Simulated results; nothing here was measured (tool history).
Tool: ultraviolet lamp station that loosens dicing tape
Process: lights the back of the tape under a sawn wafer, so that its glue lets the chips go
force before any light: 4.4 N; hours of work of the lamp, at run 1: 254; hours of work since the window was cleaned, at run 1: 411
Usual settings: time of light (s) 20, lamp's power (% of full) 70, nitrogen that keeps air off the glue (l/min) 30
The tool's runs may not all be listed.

run	day	time of light (s)	lamp's power (% of full)	nitrogen that keeps air off the glue (l/min)	hours of work of the lamp	hours of work since the window was cleaned	force that peels the tape off (N)	light that reached the tape (mJ/cm2)
1	0.000	20	70	30	254	411	0.864	354
2	0.821	20	70	30	264	421	0.882	347
3	1.579	20	70	30	273	430	0.830	348
4	2.338	20	70	30	282	440	0.888	347
5	3.383	20	70	30	295	452	0.869	344
6	4.229	20	70	30	306	463	0.902	342
7	5.167	20	70	30	317	474	0.920	337
8	6.250	20	70	30	331	488	0.927	338
9	7.300	20	70	30	343	501	0.940	329
10	8.304	20	70	30	356	513	0.951	328
11	8.967	20	70	30	364	521	0.920	327
12	9.600	20	70	30	372	529	0.955	324
13	10.188	20	70	30	379	536	0.966	326
14	11.267	20	70	30	392	550	0.997	324
# day 11.654: window cleaned of glue's vapour
15	11.758	20	70	30	398	1	0.729	394
16	12.312	20	70	30	405	8	0.736	383
17	13.308	37	70	30	417	20	0.244	711
18	14.054	20	70	30	426	30	0.756	379
19	14.650	20	70	30	434	37	0.748	375
20	15.188	20	70	30	440	44	0.768	380
21	15.625	20	70	30	446	49	0.768	380
22	16.475	20	70	50	456	59	0.609	374
23	17.375	18	92	26	467	70	0.669	441
24	17.871	20	70	39	473	77	0.732	369
25	18.542	12	70	31	482	85	1.550	220
26	19.608	11	86	56	495	98	1.153	249
27	20.079	40	63	14	501	104	0.462	654
28	20.579	26	96	30	507	110	0.286	649
29	21.646	26	71	30	520	123	0.517	475
30	22.242	22	67	30	527	130	0.769	381
31	22.954	39	70	30	536	139	0.259	691
32	23.425	21	60	30	542	145	1.000	315
33	23.892	23	65	30	548	151	0.760	377

Forecast run 34:
34	24.346	15	80	41	553	156	?	?

Run 34 gave force that peels the tape off (N) 0.972, light that reached the tape (mJ/cm2) 298.
Without the tool's hidden state the same run would have given force that peels the tape off (N) 0.682, light that reached the tape (mJ/cm2) 376.
